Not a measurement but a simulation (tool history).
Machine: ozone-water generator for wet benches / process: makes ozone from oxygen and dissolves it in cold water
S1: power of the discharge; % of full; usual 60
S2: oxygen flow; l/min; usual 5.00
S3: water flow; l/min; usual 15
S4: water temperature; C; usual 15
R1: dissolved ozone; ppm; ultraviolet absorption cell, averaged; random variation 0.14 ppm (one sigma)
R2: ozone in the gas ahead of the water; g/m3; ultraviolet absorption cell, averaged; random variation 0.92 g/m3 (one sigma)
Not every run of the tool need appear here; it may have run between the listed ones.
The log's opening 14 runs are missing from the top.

run,hour,S1,S2,S3,S4,R1,R2
15,445.8,84,5.00,15,15,22.1,206.6
16,481.8,84,5.00,15,15,22.3,208.1
17,501.3,43,5.00,23,15,7.9,111.3
18,527.6,59,5.00,15,21,14.4,145.9
19,566.6,59,5.00,15,21,14.5,148.8
20,591.2,59,5.00,15,21,14.3,149.5
21,637.0,59,5.00,15,21,14.4,147.0
22,674.9,60,5.00,23,23,9.5,151.1
23,714.4,61,3.94,21,7,12.5,170.2
# hour 742.7: gauge calibrated
24,760.7,42,6.71,21,22,7.8,95.8
25,796.2,42,6.71,21,22,7.8,95.9
26,832.2,42,6.71,21,22,7.9,96.9
27,871.1,42,6.71,21,22,7.7,94.7
28,917.5,60,6.77,15,22,14.2,131.5
29,939.0,60,6.77,15,22,14.0,131.7
30,975.4,60,6.77,15,22,14.1,131.1
31,1012.8,60,4.26,13,22,16.0,164.9
32,1050.9,60,5.00,15,8,18.0,153.1

What if the next run were any one of these 4? Each begins from the tool's condition after run 32:
A,1073.2,52,3.21,16,15,?,?
B,1073.2,60,5.00,15,9,?,?
C,1073.2,74,4.92,15,13,?,?
D,1073.2,82,8.09,15,15,?,?

run,R1,R2
A,12.6,165.1
B,17.6,151.8
C,20.1,187.5
D,21.2,160.3
Without the tool's unlogged condition, the same runs would have read:
run,R1,R2
A,12.6,167.4
B,17.6,153.8
C,20.1,190.1
D,21.2,162.5

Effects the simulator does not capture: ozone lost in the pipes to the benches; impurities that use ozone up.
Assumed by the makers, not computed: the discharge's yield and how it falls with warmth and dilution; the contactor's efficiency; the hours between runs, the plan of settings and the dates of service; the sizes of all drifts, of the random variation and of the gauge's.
